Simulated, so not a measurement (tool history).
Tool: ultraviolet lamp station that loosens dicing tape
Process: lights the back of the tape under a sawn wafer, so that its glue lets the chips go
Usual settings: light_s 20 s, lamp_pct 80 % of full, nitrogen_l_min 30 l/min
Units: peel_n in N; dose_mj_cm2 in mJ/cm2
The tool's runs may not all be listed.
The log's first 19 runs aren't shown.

| run | hour | light_s | lamp_pct | nitrogen_l_min | hours of work of the lamp | hours of work since the window was cleaned | peel_n | dose_mj_cm2 |
|---|---|---|---|---|---|---|---|---|
| 20 | 133.9 | 20 | 76 | 30 | 229 | 365 | 0.660 | 211 |
| 21 | 141.8 | 20 | 76 | 30 | 233 | 369 | 0.652 | 213 |
|  | 142.8 | window cleaned of glue's vapour |
| 22 | 150.0 | 12 | 92 | 37 | 236 | 4 | 1.333 | 147 |
| 23 | 156.2 | 12 | 92 | 37 | 239 | 7 | 1.336 | 150 |
| 24 | 167.0 | 28 | 73 | 20 | 245 | 12 | 0.439 | 273 |
|  | 170.8 | window cleaned of glue's vapour, once more |
| 25 | 173.7 | 35 | 73 | 20 | 248 | 1 | 0.170 | 420 |
| 26 | 179.5 | 39 | 93 | 18 | 251 | 4 | 0.139 | 591 |
| 27 | 189.7 | 20 | 75 | 18 | 256 | 9 | 0.612 | 246 |
| 28 | 194.6 | 20 | 75 | 18 | 258 | 12 | 0.609 | 245 |
| 29 | 199.6 | 18 | 85 | 28 | 261 | 14 | 0.463 | 248 |
| 30 | 206.4 | 18 | 85 | 28 | 264 | 18 | 0.485 | 246 |
| 31 | 212.1 | 18 | 85 | 28 | 267 | 20 | 0.477 | 242 |
| 32 | 219.5 | 18 | 85 | 28 | 270 | 24 | 0.493 | 241 |
| 33 | 230.2 | 18 | 85 | 28 | 276 | 29 | 0.499 | 242 |
| 34 | 239.8 | 16 | 73 | 40 | 280 | 34 | 0.817 | 186 |
| 35 | 245.4 | 29 | 66 | 54 | 283 | 37 | 0.226 | 300 |
| 36 | 252.5 | 29 | 66 | 54 | 287 | 40 | 0.234 | 301 |
| 37 | 260.5 | 20 | 79 | 36 | 291 | 44 | 0.418 | 251 |
| 38 | 269.6 | 16 | 80 | 30 | 295 | 49 | 0.736 | 199 |
| 39 | 274.9 | 16 | 80 | 30 | 298 | 51 | 0.727 | 201 |
| 40 | 282.3 | 27 | 80 | 30 | 301 | 55 | 0.220 | 337 |

Forecast each of these 3 alternatives for the next run:
| A | 289.1 | 12 | 93 | 42 | 305 | 58 | ? | ? |
| B | 289.1 | 11 | 80 | 13 | 305 | 58 | ? | ? |
| C | 289.1 | 20 | 97 | 30 | 305 | 58 | ? | ? |

| run | peel_n | dose_mj_cm2 |
|---|---|---|
| A | 0.895 | 177 |
| B | 2.225 | 141 |
| C | 0.293 | 303 |
Without the tool's hidden state the same runs would have given:
| run | peel_n | dose_mj_cm2 |
|---|---|---|
| A | 0.722 | 194 |
| B | 1.918 | 154 |
| C | 0.243 | 332 |
